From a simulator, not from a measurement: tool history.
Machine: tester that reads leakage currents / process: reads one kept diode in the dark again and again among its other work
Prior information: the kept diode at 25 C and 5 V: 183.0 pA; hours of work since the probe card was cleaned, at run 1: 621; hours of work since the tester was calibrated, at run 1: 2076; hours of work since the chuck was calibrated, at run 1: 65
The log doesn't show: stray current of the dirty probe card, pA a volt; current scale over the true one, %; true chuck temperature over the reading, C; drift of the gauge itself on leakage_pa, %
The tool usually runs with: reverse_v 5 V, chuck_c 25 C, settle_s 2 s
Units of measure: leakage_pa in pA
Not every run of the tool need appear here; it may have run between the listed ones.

run   hour  reverse_v  chuck_c  settle_s  hours of work since the probe card was cleaned  hours of work since the tester was calibrated  hours of work since the chuck was calibrated  leakage_pa
  1      0          5       25         2                                             621                                           2076                                            65      184.19
  2   39.1          5       25         2                                             638                                           2093                                            82      184.23
  3   92.3          5       25         2                                             661                                           2116                                           105       183.6
  4  169.9          5       41         2                                             695                                           2150                                           138      764.05
  5  238.7          5       41         2                                             724                                           2179                                           168      762.72
  6  318.3      12.91       41         2                                             759                                           2214                                           202     1258.23
  7  367.8          5       25         2                                             780                                           2235                                           224       182.6
  8  426.2       19.7       37         2                                             805                                           2260                                           249      1113.1
  9  496.9       6.94       25      1.16                                             836                                           2291                                           279      218.86
 10  570.5       7.33       40         2                                             868                                           2322                                           311      859.69
 11  641.3       3.47       51      0.57                                             898                                           2353                                           342     1424.19
 12  700.6       8.16       34       1.7                                             924                                           2378                                           367      536.54
 13  742.2       8.16       34       1.7                                             942                                           2396                                           385      535.28

Predict each of these 5 candidate next runs independently; none follows another, all start after run 13:
  A  782.7       1.42       24      0.91                                             959                                           2414                                           403           ?
  B  782.7       8.16       23       1.7                                             959                                           2414                                           403           ?
  C  782.7       1.64       34       1.7                                             959                                           2414                                           403           ?
  D  782.7       1.47       34      3.38                                             959                                           2414                                           403           ?
  E  782.7       4.38       43      0.67                                             959                                           2414                                           403           ?

run  leakage_pa
  A       85.54
  B      196.02
  C      231.36
  D      218.53
  E      839.67
With the hidden condition removed and each run's random variation left untouched, the same runs would have given:
run  leakage_pa
  A       85.68
  B      196.32
  C      231.72
  D      218.87
  E      840.93

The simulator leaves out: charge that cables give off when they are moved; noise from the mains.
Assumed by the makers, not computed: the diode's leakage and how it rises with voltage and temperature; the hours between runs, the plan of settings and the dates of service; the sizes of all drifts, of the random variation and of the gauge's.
